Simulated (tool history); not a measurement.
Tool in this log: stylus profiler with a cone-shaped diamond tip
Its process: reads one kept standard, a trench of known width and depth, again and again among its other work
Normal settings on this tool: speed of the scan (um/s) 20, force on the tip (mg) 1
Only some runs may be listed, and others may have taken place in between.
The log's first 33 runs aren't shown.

run,hour,speed of the scan (um/s),force on the tip (mg),depth of the trench (Å),width of the trench's floor (nm)
34,1001,20,0.84,2010.7,96890
35,1038.8,20,0.84,2011,96930
36,1076.7,20,0.84,2011.4,96940
37,1108.9,31,2.15,2020.4,96940
38,1141.5,31,2.15,2021.4,96840
39,1161.4,31,2.15,2020.9,96860
40,1193.8,7,1.12,2013,96900
41,1225.4,5,2.47,2022.8,97010
42,1257.1,35,0.86,2011.8,96660
43,1275.8,35,0.86,2011.7,96630
44,1316.5,11,1.23,2015.3,96900
45,1338.9,11,1.23,2014.5,96840
46,1377,11,1.23,2015.4,96870

Each row is a separate what-if for the run after 46, all from the same tool condition, not one after another. Results?
A,1416.5,6,0.33,?,?
B,1416.5,9,1.38,?,?
C,1416.5,5,0.43,?,?
D,1416.5,14,1.84,?,?

run,depth of the trench (Å),width of the trench's floor (nm)
A,2007.2,96830
B,2017.4,96860
C,2008.3,96870
D,2019.3,96830
Had the tool no hidden state, the same runs would have come out as:
run,depth of the trench (Å),width of the trench's floor (nm)
A,2005.7,97090
B,2015.9,97120
C,2006.8,97130
D,2017.8,97090
